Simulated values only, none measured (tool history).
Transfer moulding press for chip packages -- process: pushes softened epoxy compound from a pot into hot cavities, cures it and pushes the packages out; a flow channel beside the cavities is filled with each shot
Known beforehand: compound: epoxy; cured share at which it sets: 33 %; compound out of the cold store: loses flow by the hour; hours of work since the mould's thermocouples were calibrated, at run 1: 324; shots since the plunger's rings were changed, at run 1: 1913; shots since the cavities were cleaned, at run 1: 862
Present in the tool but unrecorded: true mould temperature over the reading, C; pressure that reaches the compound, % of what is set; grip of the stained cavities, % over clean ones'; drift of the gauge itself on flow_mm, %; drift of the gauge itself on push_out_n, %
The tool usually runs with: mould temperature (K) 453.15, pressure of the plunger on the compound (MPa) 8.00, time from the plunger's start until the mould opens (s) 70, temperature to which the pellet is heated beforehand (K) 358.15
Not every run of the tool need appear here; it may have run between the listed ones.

run   hour  mould temperature (K)  pressure of the plunger on the compound (MPa)  time from the plunger's start until the mould opens (s)  temperature to which the pellet is heated beforehand (K)  hours of work since the mould's thermocouples were calibrated  shots since the plunger's rings were changed  shots since the cavities were cleaned  incoming compound's hours out of the cold store  length that the compound runs in the flow channel (mm)  greatest force on the pins that push the packages out (N)
  1    0.0                 453.15                                           8.00                                                       70                                                    358.15                                                            324                                          1913                                    862                                             36.8                                                     581                                                        727
  2   20.1                 453.15                                           8.00                                                       70                                                    358.15                                                            333                                          2148                                   1097                                             45.7                                                     556                                                        727
      23.0  -- cavities cleaned with cleaning compound and waxed
  3   33.2                 453.15                                           8.00                                                       70                                                    356.15                                                            338                                          2284                                    120                                             12.3                                                     642                                                        623
  4   47.3                 453.15                                           8.00                                                       70                                                    358.15                                                            344                                          2449                                    285                                             37.6                                                     574                                                        639
  5   61.2                 453.15                                           8.00                                                       70                                                    358.15                                                            350                                          2612                                    448                                             37.5                                                     575                                                        668
  6   70.6                 453.15                                           8.00                                                       70                                                    358.15                                                            354                                          2722                                    558                                             11.2                                                     644                                                        735
  7   89.6                 453.15                                           8.00                                                       70                                                    358.15                                                            363                                          2944                                    780                                             28.7                                                     587                                                        767
  8  108.7                 453.15                                           8.00                                                       70                                                    358.15                                                            371                                          3168                                   1004                                             46.2                                                     538                                                        744
     118.7  -- cavities cleaned with cleaning compound and waxed
  9  126.5                 453.15                                           8.92                                                       70                                                    358.15                                                            378                                          3359                                     91                                             22.0                                                     634                                                        578
 10  142.9                 453.15                                           8.92                                                       56                                                    358.15                                                            386                                          3552                                    284                                             17.3                                                     645                                                       1190
 11  163.8                 450.15                                           7.84                                                       83                                                    368.15                                                            395                                          3796                                    528                                             46.9                                                     537                                                        557
 12  181.1                 450.15                                           7.84                                                       83                                                    368.15                                                            402                                          3999                                    731                                             48.0                                                     539                                                        625
 13  196.2                 461.15                                           9.02                                                      101                                                    351.15                                                            409                                          4176                                    908                                             35.5                                                     585                                                        571
     205.9  -- plunger's sealing rings changed
     217.6  -- cavities cleaned with cleaning compound and waxed
 14  219.3                 461.15                                           9.02                                                      101                                                    351.15                                                            417                                           140                                     20                                             23.1                                                     648                                                        413
 15  230.6                 453.15                                           7.85                                                       72                                                    358.15                                                            422                                           272                                    152                                             13.3                                                     655                                                        554
 16  242.3                 459.15                                           8.00                                                       70                                                    361.15                                                            428                                           409                                    289                                             47.5                                                     556                                                        521
 17  259.1                 459.15                                           8.00                                                       70                                                    361.15                                                            435                                           606                                    486                                             12.3                                                     629                                                        564
 18  275.8                 448.15                                           7.20                                                       70                                                    348.15                                                            442                                           802                                    682                                             27.2                                                     597                                                       1071
 19  295.4                 449.15                                           6.95                                                       67                                                    366.15                                                            451                                          1031                                    911                                             30.3                                                     574                                                       1062

The logged runs with the hidden state left out (each run's random variation unchanged):
run  length that the compound runs in the flow channel (mm)  greatest force on the pins that push the packages out (N)
  1                                                     596                                                        497
  2                                                     572                                                        480
  3                                                     662                                                        552
  4                                                     594                                                        513
  5                                                     596                                                        500
  6                                                     668                                                        534
  7                                                     611                                                        528
  8                                                     562                                                        496
  9                                                     663                                                        536
 10                                                     677                                                        982
 11                                                     566                                                        411
 12                                                     570                                                        437
 13                                                     620                                                        383
 14                                                     650                                                        398
 15                                                     659                                                        492
 16                                                     560                                                        422
 17                                                     635                                                        418
 18                                                     604                                                        766
 19                                                     583                                                        728
